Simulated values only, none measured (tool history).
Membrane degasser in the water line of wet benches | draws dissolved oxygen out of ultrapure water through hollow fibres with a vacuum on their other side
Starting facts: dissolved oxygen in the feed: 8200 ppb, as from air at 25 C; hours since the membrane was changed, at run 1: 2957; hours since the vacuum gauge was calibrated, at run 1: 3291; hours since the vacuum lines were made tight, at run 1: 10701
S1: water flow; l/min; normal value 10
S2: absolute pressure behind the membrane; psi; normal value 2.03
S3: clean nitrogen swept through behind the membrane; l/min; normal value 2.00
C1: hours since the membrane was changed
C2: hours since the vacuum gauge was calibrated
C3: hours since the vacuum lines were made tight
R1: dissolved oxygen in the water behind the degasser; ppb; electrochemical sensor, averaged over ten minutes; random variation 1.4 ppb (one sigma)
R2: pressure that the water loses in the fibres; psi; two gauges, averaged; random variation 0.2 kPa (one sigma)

run 1 hour=0.0 | S1=10 S2=2.03 S3=2.00 | C1=2957 C2=3291 C3=10701 | R1=151.2 R2=6.319
run 2 hour=39.0 | S1=10 S2=2.03 S3=2.00 | C1=2996 C2=3330 C3=10740 | R1=149.1 R2=6.282
run 3 hour=123.8 | S1=10 S2=2.03 S3=2.00 | C1=3081 C2=3415 C3=10825 | R1=147.7 R2=6.322
run 4 hour=165.2 | S1=10 S2=2.03 S3=2.00 | C1=3122 C2=3456 C3=10866 | R1=149.4 R2=6.300
run 5 hour=208.7 | S1=10 S2=2.03 S3=2.00 | C1=3166 C2=3499 C3=10910 | R1=149.8 R2=6.282
run 6 hour=285.5 | S1=10 S2=2.03 S3=2.00 | C1=3243 C2=3576 C3=10987 | R1=146.5 R2=6.290
run 7 hour=345.7 | S1=10 S2=2.03 S3=2.00 | C1=3303 C2=3637 C3=11047 | R1=148.4 R2=6.280
run 8 hour=415.5 | S1=10 S2=2.03 S3=2.00 | C1=3373 C2=3706 C3=11117 | R1=149.1 R2=6.306
run 9 hour=501.4 | S1=10 S2=2.03 S3=1.44 | C1=3459 C2=3792 C3=11202 | R1=201.1 R2=6.271
-- hour=506.5 vacuum gauge calibrated
run 10 hour=590.9 | S1=7 S2=2.03 S3=2.00 | C1=3548 C2=84 C3=11291 | R1=105.5 R2=4.434
run 11 hour=644.3 | S1=10 S2=2.03 S3=2.00 | C1=3601 C2=138 C3=11345 | R1=151.7 R2=6.271
run 12 hour=692.0 | S1=10 S2=2.03 S3=2.00 | C1=3649 C2=185 C3=11393 | R1=149.4 R2=6.303
run 13 hour=733.7 | S1=8 S2=1.48 S3=2.54 | C1=3690 C2=227 C3=11434 | R1=64.8 R2=4.997
run 14 hour=784.7 | S1=13 S2=2.52 S3=1.09 | C1=3741 C2=278 C3=11485 | R1=417.6 R2=8.276
run 15 hour=823.2 | S1=13 S2=2.52 S3=1.09 | C1=3780 C2=317 C3=11524 | R1=421.2 R2=8.176
run 16 hour=868.8 | S1=10 S2=2.86 S3=4.43 | C1=3825 C2=362 C3=11569 | R1=109.8 R2=6.312
run 17 hour=925.4 | S1=10 S2=2.86 S3=4.43 | C1=3882 C2=419 C3=11626 | R1=109.2 R2=6.335
run 18 hour=983.8 | S1=10 S2=2.86 S3=4.43 | C1=3940 C2=477 C3=11684 | R1=108.8 R2=6.335
-- hour=1019.7 vacuum gauge calibrated, once more
run 19 hour=1042.5 | S1=10 S2=2.86 S3=4.43 | C1=3999 C2=23 C3=11742 | R1=110.5 R2=6.357
run 20 hour=1132.1 | S1=10 S2=2.86 S3=1.11 | C1=4088 C2=112 C3=11832 | R1=373.3 R2=6.274
run 21 hour=1221.1 | S1=10 S2=1.35 S3=5.37 | C1=4177 C2=201 C3=11921 | R1=40.5 R2=6.347
run 22 hour=1268.5 | S1=10 S2=1.35 S3=5.37 | C1=4225 C2=249 C3=11969 | R1=40.8 R2=6.364
run 23 hour=1324.1 | S1=7 S2=3.80 S3=6.00 | C1=4280 C2=304 C3=12024 | R1=77.9 R2=4.443
run 24 hour=1392.6 | S1=7 S2=3.80 S3=6.00 | C1=4349 C2=373 C3=12093 | R1=78.0 R2=4.435

3 options for the next run, each taken on its own from the tool as it stands now. Forecast them:
run A hour=1466.0 | S1=9 S2=4.39 S3=2.04 | C1=4422 C2=446 C3=12166 | R1=? R2=?
run B hour=1466.0 | S1=13 S2=3.80 S3=6.00 | C1=4422 C2=446 C3=12166 | R1=? R2=?
run C hour=1466.0 | S1=8 S2=4.29 S3=4.29 | C1=4422 C2=446 C3=12166 | R1=? R2=?

run=A R1=320.2 R2=5.672
run=B R1=149.4 R2=8.218
run=C R1=138.3 R2=5.033
Take away the tool's hidden state, keep each run's random variation, and the runs would have read:
run=A R1=294.4 R2=5.510
run=B R1=138.6 R2=7.984
run=C R1=124.8 R2=4.889

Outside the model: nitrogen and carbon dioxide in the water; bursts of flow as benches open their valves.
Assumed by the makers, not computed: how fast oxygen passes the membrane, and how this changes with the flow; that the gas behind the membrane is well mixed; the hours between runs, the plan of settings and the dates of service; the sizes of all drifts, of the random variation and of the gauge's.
